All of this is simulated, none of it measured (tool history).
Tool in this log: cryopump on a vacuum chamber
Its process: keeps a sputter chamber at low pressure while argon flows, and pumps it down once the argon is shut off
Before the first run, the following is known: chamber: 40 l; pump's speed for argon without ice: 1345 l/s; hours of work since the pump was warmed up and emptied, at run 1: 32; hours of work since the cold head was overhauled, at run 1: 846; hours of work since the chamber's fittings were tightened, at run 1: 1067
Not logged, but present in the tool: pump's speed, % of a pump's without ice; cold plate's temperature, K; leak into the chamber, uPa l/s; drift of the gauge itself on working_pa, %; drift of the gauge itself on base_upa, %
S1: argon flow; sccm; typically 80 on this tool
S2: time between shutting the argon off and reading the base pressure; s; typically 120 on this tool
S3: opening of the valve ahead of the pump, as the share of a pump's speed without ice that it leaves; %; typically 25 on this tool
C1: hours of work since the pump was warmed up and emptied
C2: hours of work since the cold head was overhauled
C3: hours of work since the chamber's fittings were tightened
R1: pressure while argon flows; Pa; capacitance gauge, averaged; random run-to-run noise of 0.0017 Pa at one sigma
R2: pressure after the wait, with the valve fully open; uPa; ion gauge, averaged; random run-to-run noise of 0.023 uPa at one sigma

run   hour   S1   S2  S3   C1    C2    C3      R1    R2
  1    0.0   80  120  25   32   846  1067  0.4078  2.84
  2   23.2   80  120  25   52   867  1087  0.4044  2.91
  3   44.5   80  120  25   71   886  1106  0.4033  2.94
  4   62.7   80  120  25   87   902  1122  0.4101  2.93
  5   92.6   80  120  25  113   928  1148  0.4067  2.98
  6  116.8   80  120  25  135   950  1170  0.4084  3.14
  7  138.6   45  120  25  154   969  1189  0.2299  3.07
  8  154.4   80  227  25  168   983  1203  0.4083  2.88
  9  171.5   80  120  25  183   998  1218  0.4085  3.16
 10  192.6   80  120  25  202  1016  1237  0.4092  3.24
 11  216.4   80  254  25  223  1037  1258  0.4090  2.97
 12  230.3   80  254  25  235  1050  1270  0.4058  3.06
 13  255.7   80  120  48  257  1072  1292  0.2180  3.27
 14  285.1   80  120  48  283  1098  1318  0.2169  3.39
 15  305.3   51  126  51  301  1116  1336  0.1319  3.44
     328.4  -- leaking fittings of the chamber tightened, without venting
 16  333.7   77  126  45  324  1139     5  0.2234  0.84
 17  356.3   77  126  45  344  1159    25  0.2230  0.84
 18  382.9  134   32  17  368  1183    48  1.0068  2.65
 19  412.5  111   53  15  394  1209    74  0.9405  1.81
 20  437.8  138   59  25  416  1231    97  0.7119  1.65
 21  461.5   80  120  21  437  1252   118  0.4891  1.10
 22  489.5   80  120  21  462  1277   142  0.4901  1.19
 23  514.4   80   41  21  484  1299   164  0.4966  2.35
 24  539.4   80   41  21  506  1321   186  0.4928  2.41
 25  557.8   80  229  33  522  1337   203  0.3192  1.03
 26  578.1   80  229  33  540  1355   221  0.3173  1.04

What if the next run were any one of these 5? Each begins from the tool's condition after run 26:
  A  594.3   80  192  25  555  1369  235   ?   ?
  B  594.3   80  125  20  555  1369  235   ?   ?
  C  594.3   80   29  33  555  1369  235   ?   ?
  D  594.3  113  229  26  555  1369  235   ?   ?
  E  594.3   45  229  33  555  1369  235   ?   ?

run      R1    R2
  A  0.4183  1.12
  B  0.5197  1.34
  C  0.3223  3.16
  D  0.5640  1.09
  E  0.1804  1.09
Without the tool's hidden state the same runs would have given:
run      R1    R2
  A  0.4032  0.58
  B  0.5046  0.79
  C  0.3071  2.62
  D  0.5429  0.53
  E  0.1720  0.54
